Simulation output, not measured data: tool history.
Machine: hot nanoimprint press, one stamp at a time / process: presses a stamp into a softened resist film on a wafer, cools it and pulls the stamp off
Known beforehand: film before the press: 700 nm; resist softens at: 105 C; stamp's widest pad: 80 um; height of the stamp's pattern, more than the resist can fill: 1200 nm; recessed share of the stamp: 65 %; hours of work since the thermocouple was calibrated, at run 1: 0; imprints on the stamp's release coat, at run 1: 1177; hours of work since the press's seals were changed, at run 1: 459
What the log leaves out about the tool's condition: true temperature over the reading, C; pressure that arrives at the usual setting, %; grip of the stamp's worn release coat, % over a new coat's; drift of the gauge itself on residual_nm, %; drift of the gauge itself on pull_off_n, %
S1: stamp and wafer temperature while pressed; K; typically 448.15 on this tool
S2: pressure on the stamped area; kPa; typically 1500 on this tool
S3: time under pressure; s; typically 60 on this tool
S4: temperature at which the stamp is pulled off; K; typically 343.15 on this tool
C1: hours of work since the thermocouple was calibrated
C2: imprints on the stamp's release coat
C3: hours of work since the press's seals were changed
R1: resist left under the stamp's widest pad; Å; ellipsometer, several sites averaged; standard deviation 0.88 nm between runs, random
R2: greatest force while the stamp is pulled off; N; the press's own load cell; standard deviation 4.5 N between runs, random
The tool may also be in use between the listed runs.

run   hour      S1    S2  S3      S4   C1    C2   C3    R1   R2
  1    0.0  448.15  1500  60  343.15    0  1177  459  3206  220
  2   19.6  448.15  1500  60  343.15   12  1235  471  3197  221
  3   38.5  448.15  1500  60  343.15   24  1290  483  3202  217
  4   48.1  448.15  1500  60  343.15   30  1319  489  3204  221
  5   58.1  448.15  1500  60  343.15   37  1348  495  3194  220
  6   75.6  448.15  1500  60  347.15   48  1400  506  3203  194
  7   87.7  448.15  1500  60  347.15   55  1435  514  3204  196
  8  101.9  448.15  1500  60  347.15   64  1477  523  3203  203
  9  122.8  448.15  1500  60  347.15   78  1538  536  3198  195
     137.3  -- stamp cleaned and given a new release coat
 10  149.8  448.15  1500  60  347.15   91    37  549  3181  197
 11  169.9  448.15  1500  60  347.15  103    96  562  3188  192
 12  179.8  448.15  1500  60  347.15  110   125  568  3174  197
 13  201.6  448.15  1500  60  347.15  123   189  582  3173  197
 14  217.5  448.15  1500  60  343.15  133   236  592  3172  215
 15  232.8  448.15   990  60  343.15  143   281  602  3825  215
 16  244.4  448.15   990  60  343.15  150   315  609  3823  216
 17  253.5  458.15  1230  90  343.15  156   342  615  1782  214
 18  265.7  458.15   940  65  340.15  164   378  623  2353  242
 19  277.7  454.15  2340  82  346.15  172   413  630  1615  208
 20  297.8  454.15  2340  82  346.15  184   472  643  1615  206
 21  317.8  454.15  2340  62  346.15  197   531  655  1799  200
 22  327.3  460.15  1110  32  338.15  203   559  661  2576  247
 23  347.9  439.15  1110  37  343.15  216   620  675  5689  212
 24  362.5  448.15  1510  60  343.15  225   663  684  3138  212
 25  379.9  448.15  1510  60  343.15  236   714  695  3141  216
 26  391.1  448.15  1510  60  343.15  243   747  702  3132  223
 27  408.4  448.15  1510  60  343.15  254   797  713  3142  227
 28  430.5  448.15  1510  60  343.15  268   863  727  3143  216
 29  450.0  448.15  1510  60  343.15  280   920  739  3128  221

Consider 3 possible next runs. They are alternatives, not a sequence: every one starts from the tool as it was left by run 29. What does each give?
  A  465.8  439.15  1500  60  343.15  290  966  749   ?   ?
  B  465.8  448.15  1020  31  338.15  290  966  749   ?   ?
  C  465.8  456.15  1510  40  343.15  290  966  749   ?   ?

run    R1   R2
  A  4758  234
  B  4534  253
  C  2430  219
What these runs would have given with no unlogged condition in the tool:
run    R1   R2
  A  4855  232
  B  4626  252
  C  2479  218
